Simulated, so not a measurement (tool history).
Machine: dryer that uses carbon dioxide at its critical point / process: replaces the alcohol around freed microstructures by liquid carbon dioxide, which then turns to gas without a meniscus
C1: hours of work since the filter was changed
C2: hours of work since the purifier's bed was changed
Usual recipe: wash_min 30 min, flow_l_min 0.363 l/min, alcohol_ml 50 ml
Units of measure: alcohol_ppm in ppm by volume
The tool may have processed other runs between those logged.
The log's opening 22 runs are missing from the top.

{"run": 23, "hour": 689.2, "wash_min": 30, "flow_l_min": 0.22, "alcohol_ml": 36, "C1": 13, "C2": 374, "alcohol_ppm": 799}
{"run": 24, "hour": 708.4, "wash_min": 30, "flow_l_min": 0.556, "alcohol_ml": 36, "C1": 23, "C2": 384, "alcohol_ppm": 112}
{"run": 25, "hour": 747.6, "wash_min": 30, "flow_l_min": 0.556, "alcohol_ml": 36, "C1": 44, "C2": 405, "alcohol_ppm": 132}
{"run": 26, "hour": 767.3, "wash_min": 30, "flow_l_min": 0.363, "alcohol_ml": 58, "C1": 55, "C2": 416, "alcohol_ppm": 287}
{"run": 27, "hour": 789.7, "wash_min": 30, "flow_l_min": 0.363, "alcohol_ml": 58, "C1": 67, "C2": 428, "alcohol_ppm": 301}
{"run": 28, "hour": 822.6, "wash_min": 35, "flow_l_min": 0.239, "alcohol_ml": 88, "C1": 85, "C2": 446, "alcohol_ppm": 989}
{"run": 29, "hour": 857.3, "wash_min": 18, "flow_l_min": 0.27, "alcohol_ml": 92, "C1": 104, "C2": 464, "alcohol_ppm": 4948}
{"run": 30, "hour": 894.7, "wash_min": 22, "flow_l_min": 0.409, "alcohol_ml": 75, "C1": 124, "C2": 485, "alcohol_ppm": 767}
{"run": 31, "hour": 932.5, "wash_min": 37, "flow_l_min": 0.304, "alcohol_ml": 27, "C1": 144, "C2": 505, "alcohol_ppm": 228}
{"run": 32, "hour": 965.0, "wash_min": 27, "flow_l_min": 0.363, "alcohol_ml": 50, "C1": 162, "C2": 523, "alcohol_ppm": 466}
{"run": 33, "hour": 1009.0, "wash_min": 23, "flow_l_min": 0.229, "alcohol_ml": 26, "C1": 186, "C2": 546, "alcohol_ppm": 1425}

Forecast each of these 5 alternatives for the next run:
{"run": "A", "hour": 1032.9, "wash_min": 42, "flow_l_min": 0.601, "alcohol_ml": 63, "C1": 198, "C2": 559, "alcohol_ppm": "?"}
{"run": "B", "hour": 1032.9, "wash_min": 20, "flow_l_min": 0.229, "alcohol_ml": 101, "C1": 198, "C2": 559, "alcohol_ppm": "?"}
{"run": "C", "hour": 1032.9, "wash_min": 22, "flow_l_min": 0.304, "alcohol_ml": 50, "C1": 198, "C2": 559, "alcohol_ppm": "?"}
{"run": "D", "hour": 1032.9, "wash_min": 30, "flow_l_min": 0.48, "alcohol_ml": 108, "C1": 198, "C2": 559, "alcohol_ppm": "?"}
{"run": "E", "hour": 1032.9, "wash_min": 38, "flow_l_min": 0.229, "alcohol_ml": 26, "C1": 198, "C2": 559, "alcohol_ppm": "?"}

run=A alcohol_ppm=166
run=B alcohol_ppm=6697
run=C alcohol_ppm=1470
run=D alcohol_ppm=262
run=E alcohol_ppm=431
The same runs, with their run-to-run variation unchanged, on a tool lacking any hidden condition would have given:
run=A alcohol_ppm=9
run=B alcohol_ppm=5250
run=C alcohol_ppm=955
run=D alcohol_ppm=56
run=E alcohol_ppm=184
